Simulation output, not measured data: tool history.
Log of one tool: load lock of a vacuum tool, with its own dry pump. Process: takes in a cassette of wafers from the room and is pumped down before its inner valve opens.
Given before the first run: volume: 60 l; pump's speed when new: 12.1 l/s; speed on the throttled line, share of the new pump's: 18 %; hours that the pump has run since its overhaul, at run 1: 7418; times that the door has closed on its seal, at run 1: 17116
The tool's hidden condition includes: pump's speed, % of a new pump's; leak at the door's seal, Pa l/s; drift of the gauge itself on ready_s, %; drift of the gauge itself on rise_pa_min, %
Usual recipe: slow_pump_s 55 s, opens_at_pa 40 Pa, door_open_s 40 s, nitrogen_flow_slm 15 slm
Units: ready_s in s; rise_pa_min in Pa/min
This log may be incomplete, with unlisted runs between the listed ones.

run	hour	slow_pump_s	opens_at_pa	door_open_s	nitrogen_flow_slm	hours that the pump has run since its overhaul	times that the door has closed on its seal	incoming humidity of the room's air, %	ready_s	rise_pa_min
1	0	55	40	40	15	7418	17116	48.5	89.8	0.297
2	153.2	55	40	40	34	7572	17385	45.5	90.4	0.306
3	326.8	55	40	40	34	7745	17689	44.1	90.4	0.307
4	468.5	55	40	40	34	7887	17937	45.8	90.8	0.318
5	619.8	55	40	40	34	8038	18202	47.8	90.3	0.329
6	747.7	55	40	30	34	8166	18426	43	91.3	0.325
7	1011.9	55	40	40	11	8430	18889	44.2	91.3	0.347
8	1292.9	55	40	40	11	8711	19381	43.3	91.5	0.36
9	1554.8	31	40	40	15	8973	19840	45.2	73.1	0.371
10	1732.3	31	40	40	15	9151	20151	44.8	72.9	0.397
11	1936.5	76	40	40	15	9355	20509	42.3	109.1	0.39
12	2166.5	76	40	40	15	9585	20912	44.4	107.9	0.406
13	2403.8	76	40	40	15	9822	21328	42.8	108	0.417
14	2568.1	55	40	40	15	9986	21616	46.7	91.8	0.436
15	2820.7	55	59	40	15	10239	22058	46	90.4	0.434
16	3111.9	55	59	40	15	10530	22569	44.7	90.7	0.452
17	3278.1	55	59	40	15	10696	22860	45	90.4	0.466
18	3461.5	55	59	40	15	10880	23181	44.7	90.9	0.476
19	3638.8	55	59	40	10	11057	23492	48.7	91.2	0.482
20	3904.6	37	58	40	6	11323	23958	45.8	78.7	0.499
21	4133.3	36	58	60	11	11552	24358	45.9	77.6	0.517
22	4317.5	36	58	215	42	11736	24681	46.7	79	0.541
# hour 4496.6: dry pump taken out, an overhauled one fitted
23	4557	39	40	90	9	60	25090	43.3	70.8	0.564
# hour 4744: door's seal changed, seat wiped
24	4818.4	42	40	40	30	320	131	41.9	72.8	0.014
25	5094.4	42	40	40	30	596	614	46.5	73.1	0.017
26	5250.9	38	29	179	7	753	888	46.1	70.7	0.064
27	5430.8	55	28	40	15	933	1203	44.4	85.3	0.026
28	5652	55	40	84	18	1154	1591	44.6	84	0.045
29	5827.2	55	40	84	18	1329	1898	48.6	83.9	0.045
30	6021.6	36	33	221	31	1524	2239	46.3	69.5	0.061
31	6158.9	36	68	46	31	1661	2479	44.7	65.6	0.036
32	6286.9	36	68	65	31	1789	2704	43.9	66.1	0.04
33	6458.5	41	49	78	8	1960	3004	50	72.7	0.063
34	6655.7	41	49	78	8	2158	3350	47.4	72.6	0.06
35	6950.2	51	56	47	15	2452	3866	43.6	79.8	0.046
36	7133.6	35	40	92	15	2636	4187	42	69.3	0.068
37	7265.5	93	52	83	5	2767	4418	43.4	114.4	0.071

Here are 3 independent what-if runs from the current tool condition. What would each one return?
A	7453.5	29	52	108	33	2955	4748	41.5	?	?
B	7453.5	93	56	83	5	2955	4748	47.6	?	?
C	7453.5	65	64	40	10	2955	4748	44.4	?	?

run	ready_s	rise_pa_min
A	63.3	0.064
B	114.2	0.078
C	90.6	0.063
Take away the tool's hidden state, keep each run's random variation, and the runs would have read:
run	ready_s	rise_pa_min
A	61.4	0.024
B	113	0.038
C	89.2	0.023
